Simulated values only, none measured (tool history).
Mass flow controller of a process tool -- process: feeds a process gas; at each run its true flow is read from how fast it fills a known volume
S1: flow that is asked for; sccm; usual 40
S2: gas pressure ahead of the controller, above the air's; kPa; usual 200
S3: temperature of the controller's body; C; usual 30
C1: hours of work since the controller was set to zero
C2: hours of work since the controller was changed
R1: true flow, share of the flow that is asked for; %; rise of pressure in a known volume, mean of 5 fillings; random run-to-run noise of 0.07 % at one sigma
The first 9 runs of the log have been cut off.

run 10 hour=1471.7 | S1=40 S2=200 S3=34 | C1=446 C2=446 | R1=98
run 11 hour=1624 | S1=40 S2=200 S3=34 | C1=553 C2=553 | R1=98.08
run 12 hour=1724 | S1=40 S2=200 S3=34 | C1=622 C2=622 | R1=97.94
run 13 hour=1897.1 | S1=40 S2=200 S3=34 | C1=743 C2=743 | R1=97.96
run 14 hour=2034 | S1=40 S2=200 S3=34 | C1=839 C2=839 | R1=98.03
run 15 hour=2132 | S1=40 S2=200 S3=34 | C1=908 C2=908 | R1=97.93
run 16 hour=2358.6 | S1=40 S2=176 S3=30 | C1=1066 C2=1066 | R1=97.87
run 17 hour=2532.9 | S1=79 S2=272 S3=21 | C1=1188 C2=1188 | R1=98.24
run 18 hour=2683 | S1=40 S2=200 S3=32 | C1=1293 C2=1293 | R1=97.63
run 19 hour=2922 | S1=40 S2=200 S3=32 | C1=1460 C2=1460 | R1=97.61
run 20 hour=3147 | S1=19 S2=200 S3=35 | C1=1617 C2=1617 | R1=97.95
run 21 hour=3280.1 | S1=40 S2=202 S3=23 | C1=1710 C2=1710 | R1=97.49
run 22 hour=3493.3 | S1=40 S2=203 S3=23 | C1=1859 C2=1859 | R1=97.44
run 23 hour=3601.3 | S1=46 S2=228 S3=22 | C1=1934 C2=1934 | R1=97.18
run 24 hour=3799.4 | S1=47 S2=235 S3=22 | C1=2073 C2=2073 | R1=97.29
run 25 hour=3995 | S1=34 S2=183 S3=29 | C1=2210 C2=2210 | R1=97.44
run 26 hour=4174.5 | S1=22 S2=173 S3=25 | C1=2335 C2=2335 | R1=97.72
run 27 hour=4326.5 | S1=40 S2=200 S3=38 | C1=2441 C2=2441 | R1=97.58
run 28 hour=4457.9 | S1=41 S2=200 S3=27 | C1=2533 C2=2533 | R1=97.2
run 29 hour=4644.1 | S1=41 S2=200 S3=27 | C1=2663 C2=2663 | R1=97.28
run 30 hour=4868.9 | S1=20 S2=257 S3=27 | C1=2820 C2=2820 | R1=97.88
run 31 hour=5093.1 | S1=20 S2=257 S3=27 | C1=2977 C2=2977 | R1=97.69
run 32 hour=5259.6 | S1=41 S2=200 S3=31 | C1=3093 C2=3093 | R1=97.17

Alternative continuations, all from the tool just after run 32; predict every row:
run A hour=5488.1 | S1=41 S2=200 S3=37 | C1=3253 C2=3253 | R1=?
run B hour=5488.1 | S1=37 S2=178 S3=31 | C1=3253 C2=3253 | R1=?
run C hour=5488.1 | S1=77 S2=159 S3=28 | C1=3253 C2=3253 | R1=?
run D hour=5488.1 | S1=16 S2=237 S3=31 | C1=3253 C2=3253 | R1=?

run=A R1=97.31
run=B R1=97.3
run=C R1=97.54
run=D R1=98.82
With no hidden state in the tool, these same runs would have given:
run=A R1=98.3
run=B R1=98.11
run=C R1=99.34
run=D R1=97.13

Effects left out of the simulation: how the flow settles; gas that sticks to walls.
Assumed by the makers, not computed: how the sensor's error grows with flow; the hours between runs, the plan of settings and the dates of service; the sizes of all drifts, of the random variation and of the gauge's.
